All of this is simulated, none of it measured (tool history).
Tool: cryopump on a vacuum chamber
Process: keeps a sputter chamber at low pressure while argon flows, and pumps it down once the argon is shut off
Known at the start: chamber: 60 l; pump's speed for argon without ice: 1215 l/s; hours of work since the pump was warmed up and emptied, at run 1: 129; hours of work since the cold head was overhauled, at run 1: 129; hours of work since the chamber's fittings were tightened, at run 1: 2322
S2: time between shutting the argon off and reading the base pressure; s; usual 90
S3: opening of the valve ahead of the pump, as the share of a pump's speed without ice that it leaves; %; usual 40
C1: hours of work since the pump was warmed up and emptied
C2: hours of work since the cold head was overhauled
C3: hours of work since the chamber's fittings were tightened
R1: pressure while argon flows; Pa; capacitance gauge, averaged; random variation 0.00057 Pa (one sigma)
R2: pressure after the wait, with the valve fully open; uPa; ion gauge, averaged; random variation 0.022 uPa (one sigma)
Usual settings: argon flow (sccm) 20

Run 1, hour 0.0: usual settings; C1 129; C2 129; C3 2322. Result: R1 0.0724 Pa, R2 2.49 uPa.
Run 2, hour 10.0: usual settings; C1 135; C2 135; C3 2328. Result: R1 0.0725 Pa, R2 2.48 uPa.
At hour 18.0: leaking fittings of the chamber tightened, without venting.
Run 3, hour 27.6: usual settings but argon flow (sccm) 21; C1 144; C2 144; C3 6. Result: R1 0.0754 Pa, R2 0.55 uPa.
Run 4, hour 41.0: usual settings but argon flow (sccm) 21, S2 86 s; C1 152; C2 152; C3 14. Result: R1 0.0765 Pa, R2 0.61 uPa.
Run 5, hour 51.1: usual settings but argon flow (sccm) 21, S2 86 s; C1 158; C2 158; C3 20. Result: R1 0.0762 Pa, R2 0.63 uPa.
Run 6, hour 61.7: usual settings but argon flow (sccm) 9, S2 58 s, S3 34 %; C1 165; C2 165; C3 26. Result: R1 0.0382 Pa, R2 0.74 uPa.
Run 7, hour 80.2: usual settings but argon flow (sccm) 9, S2 58 s, S3 34 %; C1 176; C2 176; C3 37. Result: R1 0.0384 Pa, R2 0.79 uPa.
Run 8, hour 97.7: usual settings but argon flow (sccm) 9, S2 58 s, S3 34 %; C1 186; C2 186; C3 48. Result: R1 0.0383 Pa, R2 0.79 uPa.
Run 9, hour 114.0: usual settings but argon flow (sccm) 9, S2 58 s, S3 34 %; C1 196; C2 196; C3 58. Result: R1 0.0389 Pa, R2 0.78 uPa.
Run 10, hour 128.5: usual settings but argon flow (sccm) 9, S2 200 s, S3 34 %; C1 205; C2 205; C3 67. Result: R1 0.0389 Pa, R2 0.49 uPa.

Hidden state at the last listed run before each entry between runs and at the first one after, where it differs:
Between runs 2 and 3: leaking fittings of the chamber tightened, without venting (hour 18.0)
  pump's speed, % of a pump's without ice: 92.5 -> 92; leak into the chamber, uPa l/s: 2483 -> 334
  measured less the result without the state, R1: +0.0024 -> +0.0027 Pa; R2: +1.95 -> +0.05 uPa
